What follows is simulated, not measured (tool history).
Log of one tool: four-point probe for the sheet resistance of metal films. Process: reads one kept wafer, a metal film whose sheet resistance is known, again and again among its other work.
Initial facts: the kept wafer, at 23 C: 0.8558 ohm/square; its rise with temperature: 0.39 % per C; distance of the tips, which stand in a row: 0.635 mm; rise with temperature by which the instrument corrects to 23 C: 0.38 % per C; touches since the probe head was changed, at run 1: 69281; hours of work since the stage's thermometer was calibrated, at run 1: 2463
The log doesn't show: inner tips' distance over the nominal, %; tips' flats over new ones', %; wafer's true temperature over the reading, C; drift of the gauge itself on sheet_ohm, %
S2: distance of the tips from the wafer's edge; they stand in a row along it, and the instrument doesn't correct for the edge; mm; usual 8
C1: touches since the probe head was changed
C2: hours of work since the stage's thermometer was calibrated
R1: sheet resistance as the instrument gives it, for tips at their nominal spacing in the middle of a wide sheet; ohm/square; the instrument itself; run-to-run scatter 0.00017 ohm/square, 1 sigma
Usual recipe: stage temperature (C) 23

{"run": 1, "hour": 0.0, "stage temperature (C)": 23, "S2": 8, "C1": 69281, "C2": 2463, "R1": 0.858812}
{"run": 2, "hour": 71.6, "stage temperature (C)": 23, "S2": 8, "C1": 71053, "C2": 2493, "R1": 0.85859}
{"run": 3, "hour": 103.3, "stage temperature (C)": 23, "S2": 8, "C1": 71839, "C2": 2507, "R1": 0.858996}
{"run": 4, "hour": 160.7, "stage temperature (C)": 22, "S2": 8, "C1": 73260, "C2": 2531, "R1": 0.85868}
{"run": 5, "hour": 232.1, "stage temperature (C)": 23, "S2": 27, "C1": 75028, "C2": 2561, "R1": 0.855971}
{"run": 6, "hour": 266.8, "stage temperature (C)": 30, "S2": 8, "C1": 75887, "C2": 2576, "R1": 0.85913}
{"run": 7, "hour": 332.7, "stage temperature (C)": 30, "S2": 8, "C1": 77519, "C2": 2603, "R1": 0.858998}
{"run": 8, "hour": 385.0, "stage temperature (C)": 23, "S2": 8, "C1": 78814, "C2": 2625, "R1": 0.858938}
{"run": 9, "hour": 451.3, "stage temperature (C)": 23, "S2": 8, "C1": 80457, "C2": 2653, "R1": 0.858785}
{"run": 10, "hour": 512.8, "stage temperature (C)": 23, "S2": 8, "C1": 81979, "C2": 2679, "R1": 0.858668}
{"run": 11, "hour": 556.2, "stage temperature (C)": 23, "S2": 13, "C1": 83054, "C2": 2698, "R1": 0.856687}
{"run": 12, "hour": 597.1, "stage temperature (C)": 21, "S2": 8, "C1": 84066, "C2": 2715, "R1": 0.858447}
{"hour": 636.5, "done": "stage's thermometer calibrated"}
{"run": 13, "hour": 651.5, "stage temperature (C)": 19, "S2": 8, "C1": 85402, "C2": 6, "R1": 0.858849}
{"run": 14, "hour": 699.3, "stage temperature (C)": 23, "S2": 8, "C1": 86584, "C2": 26, "R1": 0.858565}
{"run": 15, "hour": 756.2, "stage temperature (C)": 23, "S2": 44, "C1": 87994, "C2": 50, "R1": 0.856259}
{"run": 16, "hour": 808.9, "stage temperature (C)": 23, "S2": 44, "C1": 89298, "C2": 73, "R1": 0.856199}
{"run": 17, "hour": 879.5, "stage temperature (C)": 23, "S2": 44, "C1": 91047, "C2": 102, "R1": 0.85592}
{"run": 18, "hour": 927.4, "stage temperature (C)": 23, "S2": 44, "C1": 92232, "C2": 123, "R1": 0.856247}
{"run": 19, "hour": 969.4, "stage temperature (C)": 23, "S2": 44, "C1": 93273, "C2": 140, "R1": 0.855903}
{"run": 20, "hour": 1041.8, "stage temperature (C)": 23, "S2": 44, "C1": 95064, "C2": 171, "R1": 0.85596}
{"run": 21, "hour": 1104.6, "stage temperature (C)": 27, "S2": 8, "C1": 96621, "C2": 197, "R1": 0.858995}
{"run": 22, "hour": 1136.2, "stage temperature (C)": 31, "S2": 3, "C1": 97403, "C2": 211, "R1": 0.876254}
{"run": 23, "hour": 1191.1, "stage temperature (C)": 31, "S2": 3, "C1": 98761, "C2": 234, "R1": 0.876171}
{"run": 24, "hour": 1230.5, "stage temperature (C)": 31, "S2": 3, "C1": 99738, "C2": 250, "R1": 0.876351}
{"run": 25, "hour": 1261.3, "stage temperature (C)": 29, "S2": 5, "C1": 100500, "C2": 263, "R1": 0.863511}
{"run": 26, "hour": 1317.3, "stage temperature (C)": 28, "S2": 8, "C1": 101887, "C2": 287, "R1": 0.85897}
{"run": 27, "hour": 1369.1, "stage temperature (C)": 28, "S2": 38, "C1": 103169, "C2": 309, "R1": 0.856128}
{"run": 28, "hour": 1427.3, "stage temperature (C)": 27, "S2": 38, "C1": 104611, "C2": 333, "R1": 0.855953}
{"run": 29, "hour": 1456.6, "stage temperature (C)": 27, "S2": 38, "C1": 105336, "C2": 346, "R1": 0.856505}
{"run": 30, "hour": 1510.9, "stage temperature (C)": 23, "S2": 66, "C1": 106681, "C2": 369, "R1": 0.855884}
{"run": 31, "hour": 1583.5, "stage temperature (C)": 33, "S2": 36, "C1": 108480, "C2": 399, "R1": 0.856574}
{"run": 32, "hour": 1655.5, "stage temperature (C)": 29, "S2": 7, "C1": 110261, "C2": 430, "R1": 0.860017}
{"run": 33, "hour": 1711.9, "stage temperature (C)": 21, "S2": 6, "C1": 111658, "C2": 453, "R1": 0.861092}
{"run": 34, "hour": 1757.1, "stage temperature (C)": 34, "S2": 8, "C1": 112778, "C2": 472, "R1": 0.859123}
{"run": 35, "hour": 1810.3, "stage temperature (C)": 21, "S2": 4, "C1": 114095, "C2": 495, "R1": 0.867223}
{"run": 36, "hour": 1844.3, "stage temperature (C)": 24, "S2": 32, "C1": 114935, "C2": 509, "R1": 0.856524}
{"run": 37, "hour": 1911.8, "stage temperature (C)": 24, "S2": 32, "C1": 116609, "C2": 538, "R1": 0.85608}
{"run": 38, "hour": 1952.7, "stage temperature (C)": 21, "S2": 32, "C1": 117620, "C2": 555, "R1": 0.856103}
{"run": 39, "hour": 1991.5, "stage temperature (C)": 21, "S2": 32, "C1": 118582, "C2": 571, "R1": 0.856003}
{"run": 40, "hour": 2059.8, "stage temperature (C)": 23, "S2": 17, "C1": 120273, "C2": 600, "R1": 0.856571}

Hidden condition of the tool, last listed run before each entry between runs versus first listed run after:
Run 12 -> run 13: stage's thermometer calibrated (hour 636.5)
  inner tips' distance over the nominal, %: 0.003 -> 0.004; wafer's true temperature over the reading, C: -0.01 -> 0

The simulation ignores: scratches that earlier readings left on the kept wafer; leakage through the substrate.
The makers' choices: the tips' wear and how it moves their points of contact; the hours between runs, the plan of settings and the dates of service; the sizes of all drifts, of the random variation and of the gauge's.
